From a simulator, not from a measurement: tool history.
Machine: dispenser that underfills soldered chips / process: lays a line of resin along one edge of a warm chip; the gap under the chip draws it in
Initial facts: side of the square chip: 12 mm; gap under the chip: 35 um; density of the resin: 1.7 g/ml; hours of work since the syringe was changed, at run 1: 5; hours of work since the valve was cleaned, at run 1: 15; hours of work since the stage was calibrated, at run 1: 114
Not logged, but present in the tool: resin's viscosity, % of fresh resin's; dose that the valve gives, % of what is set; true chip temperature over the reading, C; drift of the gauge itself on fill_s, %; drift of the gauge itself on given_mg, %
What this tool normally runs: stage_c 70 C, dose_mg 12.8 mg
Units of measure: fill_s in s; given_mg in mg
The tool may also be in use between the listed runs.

run,day,stage_c,dose_mg,hours of work since the syringe was changed,hours of work since the valve was cleaned,hours of work since the stage was calibrated,fill_s,given_mg
1,0.000,70,12.8,5,15,114,243.4,12.85
2,0.108,70,12.8,7,17,116,283.4,12.76
# day 0.246: new syringe of resin
3,0.275,70,12.8,0,19,119,175.5,12.59
4,0.383,70,12.8,2,21,121,206.7,12.66
5,0.571,78,12.8,6,25,124,183.2,12.69
6,0.700,78,12.8,8,27,127,213.2,12.74
# day 0.771: new syringe of resin
7,0.829,70,12.8,1,29,129,188.4,12.64
8,0.925,70,12.8,3,31,131,211.3,12.61
9,1.104,70,12.8,6,34,134,265.3,12.59
10,1.267,70,12.8,9,37,137,330.3,12.57
# day 1.304: new syringe of resin
11,1.412,70,12.8,2,39,139,199.5,12.54
12,1.496,70,12.8,3,41,141,221.3,12.59
13,1.658,70,12.8,6,44,144,268.1,12.57
14,1.800,59,12.8,9,47,146,549.8,12.63
# day 1.838: new syringe of resin
15,1.958,71,12.8,2,49,149,189.8,12.53
16,2.054,70,16.3,4,51,151,222.5,15.86
17,2.154,70,12.5,6,53,152,255.3,12.25
18,2.229,70,12.5,7,54,154,279.1,12.18
# day 2.367: new syringe of resin
19,2.400,70,13.3,1,57,157,181.3,12.97
20,2.529,62,11.8,3,59,159,318.4,11.56
21,2.633,74,13.4,5,61,161,198.9,13.04
22,2.725,74,13.4,7,63,163,230.1,13.00
23,2.842,70,14.2,9,65,165,313.3,13.66
# day 2.900: new syringe of resin
24,2.992,70,14.2,2,67,167,192.8,13.72
25,3.129,65,13.4,4,70,170,294.3,13.10
26,3.279,65,14.2,7,73,172,351.4,13.83
# day 3.429: new syringe of resin
27,3.429,79,15.2,0,75,175,113.1,14.82
28,3.533,67,11.4,2,77,177,233.8,11.08
29,3.667,67,11.4,4,80,179,273.8,10.99
30,3.812,76,13.7,7,82,182,214.8,13.26
# day 3.962: new syringe of resin
31,4.004,76,13.7,1,85,185,136.9,13.18
32,4.162,56,12.9,4,88,188,443.1,12.45
33,4.321,63,12.4,7,91,191,386.8,12.01
# day 4.500: new syringe of resin
34,4.508,67,14.7,0,94,194,199.2,14.05
35,4.596,67,14.7,2,96,196,221.1,14.13
36,4.767,79,14.1,5,99,199,158.7,13.58
37,4.908,79,14.1,7,102,201,190.9,13.42

Each row is a separate what-if for the run after 37, all from the same tool condition, not one after another. Results?
# day 5.033: new syringe of resin
A,5.079,58,14.3,1,104,204,?,?
# day 5.033: new syringe of resin
B,5.079,79,11.8,1,104,204,?,?
# day 5.033: new syringe of resin
C,5.079,70,12.7,1,104,204,?,?

run,fill_s,given_mg
A,332.7,13.74
B,130.5,11.26
C,192.6,12.12
With no hidden state in the tool, these same runs would have given:
run,fill_s,given_mg
A,293.1,14.34
B,114.8,11.76
C,169.6,12.65
